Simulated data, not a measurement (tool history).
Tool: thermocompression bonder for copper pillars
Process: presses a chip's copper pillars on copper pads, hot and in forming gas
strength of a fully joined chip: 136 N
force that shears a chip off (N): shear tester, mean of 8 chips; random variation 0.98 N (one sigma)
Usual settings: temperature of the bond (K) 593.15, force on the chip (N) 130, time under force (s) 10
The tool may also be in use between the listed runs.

| run | hour | temperature of the bond (K) | force on the chip (N) | time under force (s) | force that shears a chip off (N) |
|---|---|---|---|---|---|
| 1 | 0 | 593.15 | 130 | 10 | 82.9 |
| 2 | 28.9 | 593.15 | 130 | 10 | 84.3 |
| 3 | 94.3 | 593.15 | 130 | 7 | 73.6 |
| 4 | 140.5 | 593.15 | 130 | 10 | 83.3 |
| 5 | 176.1 | 593.15 | 130 | 10 | 82.4 |
| 6 | 205.3 | 593.15 | 130 | 10 | 84.3 |
| 7 | 251.3 | 593.15 | 130 | 10 | 83 |
| 8 | 287.9 | 593.15 | 130 | 10 | 85.8 |
|  | 328.3 | forming gas filter changed |
| 9 | 341.7 | 593.15 | 130 | 10 | 84.6 |
| 10 | 379.9 | 607.15 | 130 | 10 | 95.2 |
| 11 | 413.1 | 607.15 | 130 | 10 | 94.9 |
| 12 | 470.1 | 607.15 | 130 | 10 | 95.2 |
| 13 | 532.4 | 593.15 | 130 | 10 | 83.5 |
| 14 | 589.9 | 578.15 | 130 | 10 | 70.3 |
| 15 | 639.6 | 593.15 | 130 | 10 | 83.5 |
| 16 | 702.4 | 593.15 | 130 | 10 | 82.2 |
|  | 713.7 | forming gas filter changed |
| 17 | 733 | 593.15 | 130 | 10 | 83.2 |
| 18 | 792.4 | 593.15 | 130 | 10 | 81 |
| 19 | 851.6 | 593.15 | 121 | 10 | 82.1 |
| 20 | 893.3 | 593.15 | 130 | 18 | 96.8 |
|  | 934.3 | heater calibrated with a thermocouple chip |
| 21 | 961.3 | 617.15 | 130 | 10 | 102.3 |
| 22 | 996.7 | 599.15 | 100 | 9 | 72.3 |
| 23 | 1034.7 | 599.15 | 100 | 9 | 73 |
| 24 | 1093.2 | 593.15 | 180 | 10 | 99.6 |
|  | 1102.1 | forming gas filter changed |
| 25 | 1152.5 | 608.15 | 87 | 10 | 75.7 |
| 26 | 1193.3 | 608.15 | 87 | 10 | 76.4 |
| 27 | 1250.5 | 608.15 | 87 | 10 | 72.8 |
| 28 | 1294.1 | 608.15 | 87 | 10 | 75.1 |
| 29 | 1357.2 | 593.15 | 163 | 18 | 110.2 |
| 30 | 1418.8 | 576.15 | 163 | 7 | 73.6 |
| 31 | 1478.6 | 576.15 | 163 | 7 | 71.8 |
|  | 1485 | forming gas filter changed |
| 32 | 1528.6 | 593.15 | 143 | 10 | 87.3 |
| 33 | 1584.9 | 618.15 | 143 | 6 | 94 |
| 34 | 1636.4 | 618.15 | 171 | 14 | 120.6 |
| 35 | 1698.2 | 578.15 | 130 | 17 | 85.1 |
| 36 | 1758 | 596.15 | 130 | 16 | 97.1 |
| 37 | 1804.3 | 596.15 | 130 | 16 | 97.5 |
| 38 | 1863.7 | 596.15 | 130 | 16 | 97.8 |
|  | 1870.4 | forming gas filter changed |
| 39 | 1913.6 | 596.15 | 130 | 16 | 97.8 |

4 ways to go on from here, each from the tool as it stands after run 39. What would each give?
| A | 1945.9 | 591.15 | 104 | 21 | ? |
| B | 1945.9 | 623.15 | 147 | 16 | ? |
| C | 1945.9 | 621.15 | 115 | 18 | ? |
| D | 1945.9 | 621.15 | 130 | 10 | ? |

| run | force that shears a chip off (N) |
|---|---|
| A | 89.1 |
| B | 120.6 |
| C | 111.3 |
| D | 104.4 |
Without the tool's hidden state the same runs would have given:
| run | force that shears a chip off (N) |
|---|---|
| A | 89.4 |
| B | 120.8 |
| C | 111.5 |
| D | 104.6 |
